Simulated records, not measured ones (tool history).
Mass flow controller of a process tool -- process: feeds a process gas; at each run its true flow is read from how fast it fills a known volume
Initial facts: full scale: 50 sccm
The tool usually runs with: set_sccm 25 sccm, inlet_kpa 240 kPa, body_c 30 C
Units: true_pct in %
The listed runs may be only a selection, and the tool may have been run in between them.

Run 1, day 0: usual settings. Result: true_pct 98.28 %.
Run 2, day 8.846: usual settings. Result: true_pct 98.25 %.
Run 3, day 17.075: usual settings. Result: true_pct 98.34 %.
Run 4, day 23.542: usual settings but set_sccm 6 sccm. Result: true_pct 94.34 %.
Run 5, day 30.825: usual settings but set_sccm 6 sccm. Result: true_pct 94.36 %.
Run 6, day 36.804: usual settings but set_sccm 18 sccm. Result: true_pct 97.57 %.
Run 7, day 45.021: usual settings but set_sccm 18 sccm. Result: true_pct 97.42 %.
Run 8, day 52.171: usual settings. Result: true_pct 98.16 %.
Run 9, day 61.454: usual settings. Result: true_pct 98.17 %.
Run 10, day 66.529: usual settings. Result: true_pct 98.19 %.
Run 11, day 71.017: usual settings. Result: true_pct 98.05 %.
Run 12, day 76.112: usual settings. Result: true_pct 98.16 %.
Run 13, day 81.304: usual settings. Result: true_pct 98.13 %.
Run 14, day 88.112: usual settings. Result: true_pct 98.11 %.
Run 15, day 97.925: usual settings. Result: true_pct 98.05 %.
Run 16, day 103.846: usual settings but inlet_kpa 190 kPa. Result: true_pct 98.19 %.
Run 17, day 109.367: usual settings but inlet_kpa 190 kPa. Result: true_pct 98.3 %.
Run 18, day 114.471: usual settings but set_sccm 23 sccm, inlet_kpa 164 kPa, body_c 26 C. Result: true_pct 98.47 %.
Run 19, day 123.783: usual settings but set_sccm 23 sccm, inlet_kpa 164 kPa, body_c 26 C. Result: true_pct 98.42 %.
Run 20, day 129.983: usual settings but set_sccm 23 sccm, inlet_kpa 164 kPa, body_c 25 C. Result: true_pct 98.55 %.
Run 21, day 136.042: usual settings but set_sccm 29 sccm, inlet_kpa 199 kPa, body_c 23 C. Result: true_pct 98.88 %.
Run 22, day 142.625: usual settings but set_sccm 9 sccm, inlet_kpa 154 kPa, body_c 21 C. Result: true_pct 95.46 %.
Run 23, day 152.862: usual settings but set_sccm 9 sccm, inlet_kpa 154 kPa, body_c 21 C. Result: true_pct 95.36 %.
Run 24, day 159.354: usual settings but set_sccm 22 sccm. Result: true_pct 97.54 %.
Run 25, day 164.45: usual settings but set_sccm 12 sccm, body_c 32 C. Result: true_pct 95.48 %.
Run 26, day 172.729: usual settings but inlet_kpa 252 kPa. Result: true_pct 97.78 %.
Run 27, day 177.733: usual settings but set_sccm 17 sccm, inlet_kpa 252 kPa, body_c 22 C. Result: true_pct 96.94 %.
Run 28, day 187.175: usual settings but set_sccm 17 sccm, inlet_kpa 252 kPa, body_c 22 C. Result: true_pct 97.03 %.
Run 29, day 192.292: usual settings but inlet_kpa 201 kPa, body_c 25 C. Result: true_pct 98.29 %.
Run 30, day 200.317: usual settings but inlet_kpa 201 kPa, body_c 25 C. Result: true_pct 98.17 %.
Run 31, day 204.958: usual settings but inlet_kpa 201 kPa, body_c 25 C. Result: true_pct 98.14 %.
Run 32, day 212.979: usual settings but set_sccm 15 sccm, inlet_kpa 201 kPa, body_c 21 C. Result: true_pct 96.91 %.
Run 33, day 221.575: usual settings but set_sccm 15 sccm, inlet_kpa 201 kPa, body_c 21 C. Result: true_pct 96.74 %.
Run 34, day 227.567: usual settings but set_sccm 15 sccm, inlet_kpa 201 kPa, body_c 21 C. Result: true_pct 96.63 %.

Below are 3 alternative next runs, each starting from the tool's condition after run 34. Predict each:
Run A, day 236.1: usual settings but set_sccm 6 sccm, inlet_kpa 221 kPa, body_c 21 C. Result: true_pct ?.
Run B, day 236.1: usual settings but set_sccm 15 sccm, inlet_kpa 210 kPa, body_c 21 C. Result: true_pct ?.
Run C, day 236.1: usual settings but set_sccm 6 sccm, inlet_kpa 179 kPa, body_c 31 C. Result: true_pct ?.

run  true_pct
  A     91.27
  B     96.56
  C     90.75
Without the tool's unlogged condition, the same runs would have read:
run  true_pct
  A     99.08
  B     99.21
  C     98.54
